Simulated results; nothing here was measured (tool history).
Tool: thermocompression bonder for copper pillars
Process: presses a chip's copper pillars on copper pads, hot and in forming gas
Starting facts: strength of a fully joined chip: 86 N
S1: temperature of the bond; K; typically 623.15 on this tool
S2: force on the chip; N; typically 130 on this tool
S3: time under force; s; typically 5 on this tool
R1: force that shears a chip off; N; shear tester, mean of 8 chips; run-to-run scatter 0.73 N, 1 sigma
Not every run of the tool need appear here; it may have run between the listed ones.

{"run": 1, "hour": 0.0, "S1": 623.15, "S2": 130, "S3": 5, "R1": 47.6}
{"hour": 31.3, "done": "heater calibrated with a thermocouple chip"}
{"run": 2, "hour": 32.5, "S1": 623.15, "S2": 130, "S3": 5, "R1": 44.9}
{"run": 3, "hour": 70.0, "S1": 644.15, "S2": 130, "S3": 5, "R1": 56.3}
{"run": 4, "hour": 96.4, "S1": 623.15, "S2": 130, "S3": 5, "R1": 45.4}
{"hour": 107.5, "done": "heater calibrated with a thermocouple chip, once more"}
{"run": 5, "hour": 118.4, "S1": 623.15, "S2": 130, "S3": 5, "R1": 51.7}
{"run": 6, "hour": 145.8, "S1": 623.15, "S2": 130, "S3": 5, "R1": 51.1}
{"run": 7, "hour": 181.5, "S1": 623.15, "S2": 130, "S3": 3, "R1": 44.3}
{"hour": 193.2, "done": "forming gas filter changed"}
{"run": 8, "hour": 202.0, "S1": 623.15, "S2": 130, "S3": 4, "R1": 48.8}
{"run": 9, "hour": 218.8, "S1": 623.15, "S2": 130, "S3": 4, "R1": 48.8}
{"run": 10, "hour": 239.7, "S1": 623.15, "S2": 130, "S3": 4, "R1": 48.4}
{"run": 11, "hour": 255.6, "S1": 623.15, "S2": 130, "S3": 4, "R1": 47.1}
{"run": 12, "hour": 284.9, "S1": 623.15, "S2": 130, "S3": 4, "R1": 47.6}
{"run": 13, "hour": 319.3, "S1": 623.15, "S2": 130, "S3": 4, "R1": 48.4}
{"run": 14, "hour": 353.7, "S1": 623.15, "S2": 130, "S3": 4, "R1": 47}
{"run": 15, "hour": 385.7, "S1": 623.15, "S2": 130, "S3": 4, "R1": 47.1}
{"hour": 395.3, "done": "forming gas filter changed"}
{"run": 16, "hour": 413.0, "S1": 623.15, "S2": 130, "S3": 4, "R1": 47.6}
{"run": 17, "hour": 434.3, "S1": 623.15, "S2": 130, "S3": 4, "R1": 47.6}
{"run": 18, "hour": 470.7, "S1": 623.15, "S2": 130, "S3": 4, "R1": 49.4}
{"run": 19, "hour": 494.7, "S1": 623.15, "S2": 130, "S3": 4, "R1": 47.5}
{"run": 20, "hour": 527.3, "S1": 623.15, "S2": 130, "S3": 4, "R1": 46.1}
{"run": 21, "hour": 558.2, "S1": 652.15, "S2": 120, "S3": 13, "R1": 71.5}
{"run": 22, "hour": 592.2, "S1": 623.15, "S2": 187, "S3": 8, "R1": 70.1}
{"hour": 598.4, "done": "forming gas filter changed"}
{"run": 23, "hour": 612.0, "S1": 643.15, "S2": 130, "S3": 4, "R1": 58}
{"run": 24, "hour": 649.5, "S1": 648.15, "S2": 84, "S3": 3, "R1": 37.8}
{"run": 25, "hour": 677.6, "S1": 628.15, "S2": 84, "S3": 3, "R1": 28.7}
{"run": 26, "hour": 701.4, "S1": 628.15, "S2": 84, "S3": 3, "R1": 30.3}
{"run": 27, "hour": 736.7, "S1": 651.15, "S2": 90, "S3": 12, "R1": 60.7}
{"run": 28, "hour": 761.5, "S1": 651.15, "S2": 90, "S3": 12, "R1": 61.8}
{"run": 29, "hour": 794.2, "S1": 651.15, "S2": 90, "S3": 12, "R1": 59.6}
{"hour": 800.5, "done": "forming gas filter changed"}
{"run": 30, "hour": 816.7, "S1": 651.15, "S2": 90, "S3": 12, "R1": 63}
{"run": 31, "hour": 851.3, "S1": 623.15, "S2": 130, "S3": 4, "R1": 46.4}
{"run": 32, "hour": 878.4, "S1": 623.15, "S2": 130, "S3": 4, "R1": 46.6}
{"run": 33, "hour": 904.3, "S1": 608.15, "S2": 130, "S3": 3, "R1": 33.6}
{"run": 34, "hour": 939.6, "S1": 598.15, "S2": 101, "S3": 12, "R1": 39.5}
{"run": 35, "hour": 975.9, "S1": 625.15, "S2": 187, "S3": 3, "R1": 54.5}
{"hour": 1002.3, "done": "forming gas filter changed"}
{"run": 36, "hour": 1011.0, "S1": 625.15, "S2": 177, "S3": 3, "R1": 55}
{"run": 37, "hour": 1027.4, "S1": 609.15, "S2": 177, "S3": 5, "R1": 52.8}
{"run": 38, "hour": 1065.5, "S1": 622.15, "S2": 95, "S3": 4, "R1": 33.3}
{"run": 39, "hour": 1104.0, "S1": 616.15, "S2": 136, "S3": 9, "R1": 54.7}

Below, some changes in R1 between adjacent runs. For each, the amount present without the hidden state too (settings, incoming material, random variation) and the amount remaining for the hidden state with gauge scatter not shared by both compared results:
What the log doesn't record here: true temperature of the bond over the reading, C; force that reaches the chip, % of what is set; oxide that the forming gas leaves, % of the face; drift of the gauge itself on shear_n, %.
Run 4 -> 5: heater calibrated with a thermocouple chip, once more. R1 +6.3 N: hidden state +6.8, all else -0.5.
Run 20 -> 21: S1 623.15 -> 652.15, S2 130 -> 120, S3 4 -> 13. R1 +25.4 N: hidden state -0.9, all else +26.3.
Run 22 -> 23: S1 623.15 -> 643.15, S2 187 -> 130, S3 8 -> 4, forming gas filter changed. R1 -12.1 N: hidden state +2.9, all else -15.
Run 26 -> 27: S1 628.15 -> 651.15, S2 84 -> 90, S3 3 -> 12. R1 +30.4 N: hidden state -1.8, all else +32.2.
Run 29 -> 30: forming gas filter changed. R1 +3.4 N: hidden state +2.8, all else +0.6.
Run 38 -> 39: S1 622.15 -> 616.15, S2 95 -> 136, S3 4 -> 9. R1 +21.4 N: hidden state -1.8, all else +23.2.
